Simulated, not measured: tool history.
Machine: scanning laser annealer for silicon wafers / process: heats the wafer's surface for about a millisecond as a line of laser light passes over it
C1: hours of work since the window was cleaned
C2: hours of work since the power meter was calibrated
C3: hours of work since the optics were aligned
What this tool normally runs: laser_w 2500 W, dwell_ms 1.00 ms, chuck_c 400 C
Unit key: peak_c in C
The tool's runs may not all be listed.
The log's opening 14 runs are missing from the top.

run 15 hour=720.4 | laser_w=2519 dwell_ms=1.00 chuck_c=400 | C1=356 C2=2400 C3=520 | peak_c=1117
run 16 hour=783.3 | laser_w=2500 dwell_ms=1.00 chuck_c=400 | C1=401 C2=2445 C3=566 | peak_c=1110
run 17 hour=839.0 | laser_w=2500 dwell_ms=1.00 chuck_c=400 | C1=442 C2=2486 C3=606 | peak_c=1109
run 18 hour=885.5 | laser_w=2646 dwell_ms=0.78 chuck_c=400 | C1=475 C2=2519 C3=640 | peak_c=1060
run 19 hour=932.0 | laser_w=2490 dwell_ms=1.06 chuck_c=400 | C1=509 C2=2553 C3=674 | peak_c=1126
run 20 hour=988.8 | laser_w=2500 dwell_ms=0.95 chuck_c=400 | C1=550 C2=2594 C3=715 | peak_c=1084
run 21 hour=1045.6 | laser_w=2500 dwell_ms=0.95 chuck_c=400 | C1=591 C2=2635 C3=756 | peak_c=1084
run 22 hour=1075.6 | laser_w=2500 dwell_ms=0.95 chuck_c=400 | C1=613 C2=2657 C3=778 | peak_c=1083
run 23 hour=1128.0 | laser_w=2303 dwell_ms=0.72 chuck_c=429 | C1=651 C2=2695 C3=815 | peak_c=957
run 24 hour=1178.7 | laser_w=2500 dwell_ms=1.08 chuck_c=400 | C1=688 C2=2732 C3=852 | peak_c=1132
run 25 hour=1231.3 | laser_w=2500 dwell_ms=1.08 chuck_c=400 | C1=726 C2=2770 C3=890 | peak_c=1135
run 26 hour=1261.7 | laser_w=2500 dwell_ms=1.08 chuck_c=439 | C1=748 C2=2792 C3=912 | peak_c=1171
run 27 hour=1295.5 | laser_w=2500 dwell_ms=1.08 chuck_c=439 | C1=772 C2=2816 C3=937 | peak_c=1170
run 28 hour=1361.1 | laser_w=2500 dwell_ms=1.08 chuck_c=439 | C1=820 C2=2864 C3=984 | peak_c=1168
run 29 hour=1423.5 | laser_w=2500 dwell_ms=0.97 chuck_c=400 | C1=865 C2=2909 C3=1030 | peak_c=1083
-- hour=1434.8 window over the wafer cleaned
run 30 hour=1488.7 | laser_w=2474 dwell_ms=1.00 chuck_c=404 | C1=39 C2=2955 C3=1075 | peak_c=1106
run 31 hour=1555.5 | laser_w=2474 dwell_ms=1.00 chuck_c=404 | C1=87 C2=3003 C3=1124 | peak_c=1107

Forecast each of these 5 alternatives for the next run:
run A hour=1614.9 | laser_w=2140 dwell_ms=1.22 chuck_c=361 | C1=130 C2=3046 C3=1167 | peak_c=?
run B hour=1614.9 | laser_w=2474 dwell_ms=1.06 chuck_c=404 | C1=130 C2=3046 C3=1167 | peak_c=?
run C hour=1614.9 | laser_w=2148 dwell_ms=1.16 chuck_c=440 | C1=130 C2=3046 C3=1167 | peak_c=?
run D hour=1614.9 | laser_w=2297 dwell_ms=1.00 chuck_c=413 | C1=130 C2=3046 C3=1167 | peak_c=?
run E hour=1614.9 | laser_w=2500 dwell_ms=1.08 chuck_c=430 | C1=130 C2=3046 C3=1167 | peak_c=?

run=A peak_c=1021
run=B peak_c=1132
run=C peak_c=1084
run=D peak_c=1054
run=E peak_c=1177
Stripped of hidden state, with their random variation kept, the same runs would have yielded:
run=A peak_c=1028
run=B peak_c=1139
run=C peak_c=1091
run=D peak_c=1060
run=E peak_c=1184
